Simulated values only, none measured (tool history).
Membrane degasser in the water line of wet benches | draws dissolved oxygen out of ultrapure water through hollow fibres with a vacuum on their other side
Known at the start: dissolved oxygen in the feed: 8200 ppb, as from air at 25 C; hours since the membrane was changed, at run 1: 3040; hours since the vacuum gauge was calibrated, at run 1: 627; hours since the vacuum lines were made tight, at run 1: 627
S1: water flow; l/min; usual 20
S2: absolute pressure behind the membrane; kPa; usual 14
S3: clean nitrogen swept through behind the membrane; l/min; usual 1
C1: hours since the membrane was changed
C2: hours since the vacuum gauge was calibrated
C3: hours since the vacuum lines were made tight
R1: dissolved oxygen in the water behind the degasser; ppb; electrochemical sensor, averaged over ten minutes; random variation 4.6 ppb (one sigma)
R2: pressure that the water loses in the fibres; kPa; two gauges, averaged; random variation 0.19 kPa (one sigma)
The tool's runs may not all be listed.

| run | hour | S1 | S2 | S3 | C1 | C2 | C3 | R1 | R2 |
|---|---|---|---|---|---|---|---|---|---|
| 1 | 0 | 20 | 14 | 1 | 3040 | 627 | 627 | 468.1 | 36.86 |
| 2 | 95.8 | 20 | 14 | 1 | 3136 | 723 | 723 | 469.3 | 37.15 |
| 3 | 177.3 | 20 | 10.6 | 1 | 3217 | 804 | 804 | 329.6 | 37.47 |
| 4 | 241.3 | 20 | 10.6 | 1 | 3281 | 868 | 868 | 326.5 | 37.17 |
| 5 | 307.7 | 20 | 10.6 | 1 | 3348 | 935 | 935 | 323.3 | 36.92 |
| 6 | 389.7 | 20 | 10.6 | 1 | 3430 | 1017 | 1017 | 328.2 | 37.42 |
| 7 | 449.7 | 20 | 14 | 0.54 | 3490 | 1077 | 1077 | 762 | 37.42 |
| 8 | 514.4 | 20 | 14 | 1 | 3555 | 1141 | 1141 | 475.8 | 37.24 |
| 9 | 577.2 | 20 | 14 | 1 | 3617 | 1204 | 1204 | 476.8 | 37.02 |
| 10 | 647.1 | 20 | 14 | 1 | 3687 | 1274 | 1274 | 471.2 | 37.12 |
| 11 | 724.5 | 20 | 14 | 0.82 | 3765 | 1351 | 1351 | 556.8 | 37.61 |
|  | 731.9 | vacuum gauge calibrated |
| 12 | 783.1 | 20 | 14 | 1.03 | 3823 | 51 | 1410 | 461.6 | 37.35 |
| 13 | 828 | 20 | 14 | 0.66 | 3868 | 96 | 1455 | 659.6 | 37.76 |
| 14 | 910.7 | 20 | 14 | 1 | 3950 | 179 | 1537 | 473.2 | 37.53 |
| 15 | 973 | 20 | 14 | 1 | 4013 | 241 | 1599 | 481.3 | 37.26 |
| 16 | 1079 | 20 | 14 | 1 | 4119 | 347 | 1705 | 468.5 | 37.55 |
| 17 | 1122.4 | 20 | 14 | 1.29 | 4162 | 390 | 1749 | 385.3 | 37.81 |
|  | 1219.4 | vacuum gauge calibrated, once more |
| 18 | 1227.5 | 20 | 14 | 1.29 | 4267 | 8 | 1854 | 375.3 | 37.77 |
| 19 | 1285.2 | 24 | 28.3 | 2.43 | 4324 | 66 | 1911 | 565.4 | 44.79 |
| 20 | 1388.9 | 22 | 21.7 | 0.62 | 4428 | 169 | 2015 | 1216.6 | 41.18 |
| 21 | 1477.5 | 13 | 14.8 | 0.43 | 4517 | 258 | 2104 | 694.4 | 24.47 |
| 22 | 1533.1 | 13 | 10.3 | 0.45 | 4572 | 314 | 2159 | 423.5 | 24.78 |
| 23 | 1599.2 | 23 | 34.5 | 0.66 | 4638 | 380 | 2225 | 1843.2 | 43.11 |
| 24 | 1694.7 | 23 | 34.5 | 0.66 | 4734 | 475 | 2321 | 1822.9 | 43.63 |
| 25 | 1792 | 23 | 34.5 | 0.66 | 4831 | 573 | 2418 | 1854.8 | 43.67 |
| 26 | 1864.9 | 23 | 14 | 0.66 | 4904 | 645 | 2491 | 735.5 | 43.55 |
| 27 | 1933.2 | 23 | 14 | 0.66 | 4972 | 714 | 2559 | 733.1 | 43.63 |
| 28 | 2021.1 | 23 | 14 | 0.66 | 5060 | 802 | 2647 | 728.3 | 43.76 |
| 29 | 2119.1 | 20 | 25 | 1 | 5158 | 900 | 2745 | 918.5 | 38.15 |
| 30 | 2212.2 | 31 | 27.6 | 0.53 | 5251 | 993 | 2838 | 2119.9 | 58.87 |
| 31 | 2315.9 | 31 | 27.6 | 0.53 | 5355 | 1096 | 2942 | 2124.4 | 59.15 |
| 32 | 2383.8 | 16 | 24.4 | 0.7 | 5423 | 1164 | 3010 | 983.6 | 30.6 |

How the hidden state differs across the entries between the runs, from the last listed run before each to the first after it:
Between runs 11 and 12: vacuum gauge calibrated (hour 731.9)
  true pressure behind the membrane over the reading, kPa: 0.2 -> 0.25; air that leaks in behind the membrane, l/min: 0.0107 -> 0.011
  measured less the result without the state, R1: +13.2 -> +13.8 ppb; R2: +1.29 -> +1.31 kPa
Between runs 17 and 18: vacuum gauge calibrated, once more (hour 1219.4)
  membrane still open, %: 96.2 -> 96.1; true pressure behind the membrane over the reading, kPa: 0.3 -> 0.03; air that leaks in behind the membrane, l/min: 0.013 -> 0.0136
  measured less the result without the state, R1: +14.5 -> +5.9 ppb; R2: +1.44 -> +1.48 kPa

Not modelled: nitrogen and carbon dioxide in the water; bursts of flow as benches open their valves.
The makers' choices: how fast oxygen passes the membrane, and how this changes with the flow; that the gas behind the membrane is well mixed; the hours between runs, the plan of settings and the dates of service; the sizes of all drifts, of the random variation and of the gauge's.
